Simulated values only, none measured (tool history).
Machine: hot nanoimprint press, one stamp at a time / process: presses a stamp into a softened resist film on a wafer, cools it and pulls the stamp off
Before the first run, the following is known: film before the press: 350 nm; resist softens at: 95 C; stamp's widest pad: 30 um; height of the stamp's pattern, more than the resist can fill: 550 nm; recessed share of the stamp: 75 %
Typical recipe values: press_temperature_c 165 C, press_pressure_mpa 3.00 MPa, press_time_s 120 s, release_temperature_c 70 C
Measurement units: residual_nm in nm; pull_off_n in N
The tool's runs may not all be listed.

run   hour  press_temperature_c  press_pressure_mpa  press_time_s  release_temperature_c  residual_nm  pull_off_n
  1    0.0                  165                3.00           120                     70        136.4         265
  2   13.7                  165                3.00           120                     70        135.8         270
  3   32.8                  165                3.00           120                     76        135.3         237
  4   47.5                  165                3.00           120                     76        135.7         240
  5   72.5                  165                3.00           120                     76        135.4         240
      80.7  -- plate thermocouple calibrated
  6   99.8                  165                3.00           120                     70        140.9         294
  7  126.8                  165                3.00           120                     70        140.4         297
  8  140.9                  165                3.00           120                     70        140.4         285
     152.4  -- press's hydraulic seals changed and the load cell set to zero
     179.9  -- stamp cleaned and given a new release coat
  9  186.6                  160                3.00           120                     70        169.6         234
 10  200.3                  165                3.00           120                     70        138.4         240
 11  228.5                  165                3.00           120                     70        138.2         242
 12  259.4                  165                3.00           120                     70        138.2         246
 13  279.0                  174                3.00           120                     70         95.4         254
 14  295.7                  174                3.00           120                     70         95.3         259
 15  324.5                  173                3.00           120                     70         99.0         261
 16  344.1                  165                3.00           120                     70        137.0         259
 17  360.6                  154                3.69            71                     56        229.6         342
 18  393.0                  165                3.07           173                     76        116.3         232
 19  425.8                  165                3.00           201                     70        109.4         279
 20  442.5                  165                2.82            65                     70        176.6         275
 21  463.9                  165                2.82            65                     70        176.7         282
 22  490.1                  165                3.23            65                     67        166.5         316
 23  512.9                  165                2.46           104                     76        156.5         261
 24  534.1                  174                2.46            96                     76        113.9         262

Run 25, settings as shown, results not yet in. Your forecast:
     545.5  -- stamp cleaned and given a new release coat
 25  571.6                  174                2.25           101                     66            ?           ?

residual_nm: 115.8 nm
pull_off_n: 261 N
Minus the tool's unlogged condition, the same run would have read residual_nm 119.4 nm, pull_off_n 260 N.

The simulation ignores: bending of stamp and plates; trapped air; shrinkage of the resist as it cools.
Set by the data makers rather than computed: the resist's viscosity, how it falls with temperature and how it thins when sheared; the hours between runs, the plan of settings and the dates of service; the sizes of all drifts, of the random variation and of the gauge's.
